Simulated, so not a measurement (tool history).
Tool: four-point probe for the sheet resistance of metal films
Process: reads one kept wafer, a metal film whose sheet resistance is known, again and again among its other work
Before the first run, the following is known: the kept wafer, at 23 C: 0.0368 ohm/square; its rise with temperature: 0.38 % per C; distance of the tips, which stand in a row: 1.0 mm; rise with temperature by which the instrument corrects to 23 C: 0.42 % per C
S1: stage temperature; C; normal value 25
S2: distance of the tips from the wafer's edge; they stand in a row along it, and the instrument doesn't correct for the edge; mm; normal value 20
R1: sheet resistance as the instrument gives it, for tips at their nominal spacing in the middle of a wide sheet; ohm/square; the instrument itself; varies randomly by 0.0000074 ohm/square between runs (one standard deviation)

{"run": 1, "hour": 0.0, "S1": 25, "S2": 20, "R1": 0.036822}
{"run": 2, "hour": 22.6, "S1": 25, "S2": 20, "R1": 0.036811}
{"run": 3, "hour": 41.8, "S1": 25, "S2": 20, "R1": 0.036826}
{"run": 4, "hour": 61.5, "S1": 25, "S2": 20, "R1": 0.03682}
{"run": 5, "hour": 79.7, "S1": 25, "S2": 20, "R1": 0.036824}
{"run": 6, "hour": 90.1, "S1": 25, "S2": 20, "R1": 0.036819}
{"run": 7, "hour": 100.5, "S1": 25, "S2": 20, "R1": 0.036824}

Predict the results of run 8:
{"run": 8, "hour": 123.2, "S1": 32, "S2": 12, "R1": "?"}

R1: 0.036824 ohm/square
Had the tool carried no hidden state, the very same run would have given R1 0.036827 ohm/square.
